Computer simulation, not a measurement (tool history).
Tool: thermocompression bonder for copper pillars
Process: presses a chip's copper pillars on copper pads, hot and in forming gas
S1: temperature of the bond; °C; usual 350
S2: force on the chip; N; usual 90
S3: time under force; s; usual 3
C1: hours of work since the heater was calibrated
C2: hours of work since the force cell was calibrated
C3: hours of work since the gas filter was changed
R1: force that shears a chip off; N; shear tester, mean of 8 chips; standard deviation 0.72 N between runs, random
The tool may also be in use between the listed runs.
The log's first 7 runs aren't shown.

{"run": 8, "day": 9.304, "S1": 358, "S2": 80, "S3": 3, "C1": 851, "C2": 896, "C3": 100, "R1": 43.9}
{"run": 9, "day": 11.067, "S1": 358, "S2": 80, "S3": 3, "C1": 882, "C2": 927, "C3": 131, "R1": 44.2}
{"run": 10, "day": 12.604, "S1": 350, "S2": 90, "S3": 3, "C1": 909, "C2": 954, "C3": 158, "R1": 46.7}
{"run": 11, "day": 14.217, "S1": 350, "S2": 81, "S3": 3, "C1": 938, "C2": 982, "C3": 187, "R1": 42}
{"day": 14.933, "done": "forming gas filter changed"}
{"run": 12, "day": 15.325, "S1": 350, "S2": 81, "S3": 3, "C1": 957, "C2": 1002, "C3": 7, "R1": 44.5}
{"run": 13, "day": 16.746, "S1": 350, "S2": 81, "S3": 6, "C1": 982, "C2": 1027, "C3": 32, "R1": 55}
{"run": 14, "day": 17.646, "S1": 350, "S2": 81, "S3": 6, "C1": 998, "C2": 1043, "C3": 48, "R1": 54.3}
{"run": 15, "day": 19.0, "S1": 350, "S2": 81, "S3": 6, "C1": 1022, "C2": 1066, "C3": 72, "R1": 54.7}
{"run": 16, "day": 20.304, "S1": 350, "S2": 90, "S3": 3, "C1": 1045, "C2": 1089, "C3": 95, "R1": 46.7}
{"run": 17, "day": 22.117, "S1": 350, "S2": 90, "S3": 3, "C1": 1077, "C2": 1121, "C3": 127, "R1": 46.2}
{"run": 18, "day": 23.438, "S1": 350, "S2": 90, "S3": 3, "C1": 1100, "C2": 1145, "C3": 150, "R1": 45.5}
{"run": 19, "day": 25.1, "S1": 350, "S2": 90, "S3": 3, "C1": 1129, "C2": 1174, "C3": 179, "R1": 44.8}
{"run": 20, "day": 26.133, "S1": 366, "S2": 64, "S3": 2, "C1": 1147, "C2": 1192, "C3": 198, "R1": 32.4}
{"day": 26.325, "done": "forming gas filter changed"}
{"run": 21, "day": 27.979, "S1": 366, "S2": 64, "S3": 6, "C1": 1180, "C2": 1225, "C3": 29, "R1": 51.1}
{"run": 22, "day": 28.788, "S1": 357, "S2": 64, "S3": 2, "C1": 1194, "C2": 1239, "C3": 43, "R1": 31.4}
{"run": 23, "day": 30.592, "S1": 357, "S2": 64, "S3": 2, "C1": 1226, "C2": 1271, "C3": 75, "R1": 30.5}
{"run": 24, "day": 31.508, "S1": 357, "S2": 64, "S3": 2, "C1": 1242, "C2": 1287, "C3": 91, "R1": 30.8}

The next listed run, before its measurement:
{"run": 25, "day": 32.65, "S1": 357, "S2": 64, "S3": 2, "C1": 1262, "C2": 1307, "C3": 112, "R1": "?"}

{"run 25": {"R1": 30.8}}
The same run, on a tool lacking any hidden state, would have yielded R1 35.7 N.
